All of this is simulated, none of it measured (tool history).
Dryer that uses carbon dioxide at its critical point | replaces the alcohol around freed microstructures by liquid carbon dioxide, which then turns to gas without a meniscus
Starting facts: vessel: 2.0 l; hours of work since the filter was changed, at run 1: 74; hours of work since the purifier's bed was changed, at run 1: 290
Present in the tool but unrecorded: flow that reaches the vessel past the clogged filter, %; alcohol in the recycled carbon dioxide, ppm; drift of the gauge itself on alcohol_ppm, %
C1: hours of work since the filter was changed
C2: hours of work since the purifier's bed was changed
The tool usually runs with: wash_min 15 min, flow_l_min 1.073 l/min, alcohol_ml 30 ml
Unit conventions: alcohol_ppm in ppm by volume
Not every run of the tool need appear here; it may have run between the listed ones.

Run 1, hour 0.0: usual settings; C1 74; C2 290. Result: alcohol_ppm 60 ppm by volume.
Run 2, hour 37.2: usual settings; C1 103; C2 319. Result: alcohol_ppm 75 ppm by volume.
Run 3, hour 77.1: usual settings; C1 133; C2 349. Result: alcohol_ppm 73 ppm by volume.
Run 4, hour 99.6: usual settings; C1 151; C2 367. Result: alcohol_ppm 73 ppm by volume.
Run 5, hour 127.8: usual settings but alcohol_ml 75 ml; C1 172; C2 388. Result: alcohol_ppm 132 ppm by volume.
Run 6, hour 166.7: usual settings but alcohol_ml 75 ml; C1 202; C2 418. Result: alcohol_ppm 149 ppm by volume.
At hour 171.0: inlet filter changed.
Run 7, hour 184.3: usual settings; C1 10; C2 431. Result: alcohol_ppm 69 ppm by volume.
Run 8, hour 221.9: usual settings; C1 39; C2 460. Result: alcohol_ppm 77 ppm by volume.
Run 9, hour 260.1: usual settings; C1 68; C2 489. Result: alcohol_ppm 89 ppm by volume.
Run 10, hour 284.9: usual settings; C1 87; C2 508. Result: alcohol_ppm 86 ppm by volume.
Run 11, hour 308.6: usual settings; C1 106; C2 526. Result: alcohol_ppm 85 ppm by volume.
Run 12, hour 340.8: usual settings; C1 130; C2 551. Result: alcohol_ppm 92 ppm by volume.
Run 13, hour 375.9: usual settings; C1 157; C2 578. Result: alcohol_ppm 99 ppm by volume.
Run 14, hour 401.9: usual settings; C1 177; C2 598. Result: alcohol_ppm 100 ppm by volume.
Run 15, hour 430.1: usual settings; C1 199; C2 620. Result: alcohol_ppm 101 ppm by volume.
At hour 437.5: inlet filter changed.
Run 16, hour 456.0: usual settings but wash_min 23 min; C1 14; C2 639. Result: alcohol_ppm 76 ppm by volume.
Run 17, hour 480.6: usual settings but flow_l_min 0.790 l/min, alcohol_ml 55 ml; C1 33; C2 658. Result: alcohol_ppm 371 ppm by volume.
Run 18, hour 512.6: usual settings but wash_min 17 min, flow_l_min 0.740 l/min, alcohol_ml 57 ml; C1 58; C2 682. Result: alcohol_ppm 337 ppm by volume.
Run 19, hour 537.2: usual settings but wash_min 17 min, flow_l_min 0.670 l/min, alcohol_ml 69 ml; C1 77; C2 701. Result: alcohol_ppm 581 ppm by volume.
Run 20, hour 558.3: usual settings but wash_min 17 min, flow_l_min 1.480 l/min, alcohol_ml 38 ml; C1 93; C2 717. Result: alcohol_ppm 68 ppm by volume.
Run 21, hour 595.5: usual settings but wash_min 23 min, alcohol_ml 79 ml; C1 121; C2 746. Result: alcohol_ppm 73 ppm by volume.
Run 22, hour 611.5: usual settings but flow_l_min 0.770 l/min, alcohol_ml 25 ml; C1 134; C2 758. Result: alcohol_ppm 268 ppm by volume.
Run 23, hour 650.6: usual settings but flow_l_min 0.770 l/min, alcohol_ml 25 ml; C1 164; C2 788. Result: alcohol_ppm 266 ppm by volume.
Run 24, hour 675.9: usual settings but alcohol_ml 54 ml; C1 183; C2 808. Result: alcohol_ppm 151 ppm by volume.
At hour 706.1: inlet filter changed.
Run 25, hour 711.7: usual settings but flow_l_min 1.710 l/min, alcohol_ml 46 ml; C1 4; C2 834. Result: alcohol_ppm 88 ppm by volume.
Run 26, hour 736.0: usual settings but wash_min 19 min, flow_l_min 0.730 l/min, alcohol_ml 22 ml; C1 23; C2 853. Result: alcohol_ppm 138 ppm by volume.
Run 27, hour 774.9: usual settings but wash_min 11 min, flow_l_min 1.440 l/min, alcohol_ml 66 ml; C1 53; C2 883. Result: alcohol_ppm 140 ppm by volume.
Run 28, hour 801.4: usual settings but wash_min 17 min, flow_l_min 1.280 l/min, alcohol_ml 66 ml; C1 73; C2 903. Result: alcohol_ppm 95 ppm by volume.
Run 29, hour 825.7: usual settings but wash_min 17 min, flow_l_min 1.280 l/min, alcohol_ml 66 ml; C1 92; C2 922. Result: alcohol_ppm 98 ppm by volume.

Estimate the outcome of run 30 from the log above:
Run 30, hour 859.7: usual settings but wash_min 17 min, flow_l_min 1.280 l/min, alcohol_ml 66 ml; C1 118; C2 948. Result: alcohol_ppm ?.

Run 30 measured alcohol_ppm 105 ppm by volume.
Were there no unlogged condition in the tool, this run, its random variation unchanged, would have produced alcohol_ppm 16 ppm by volume.
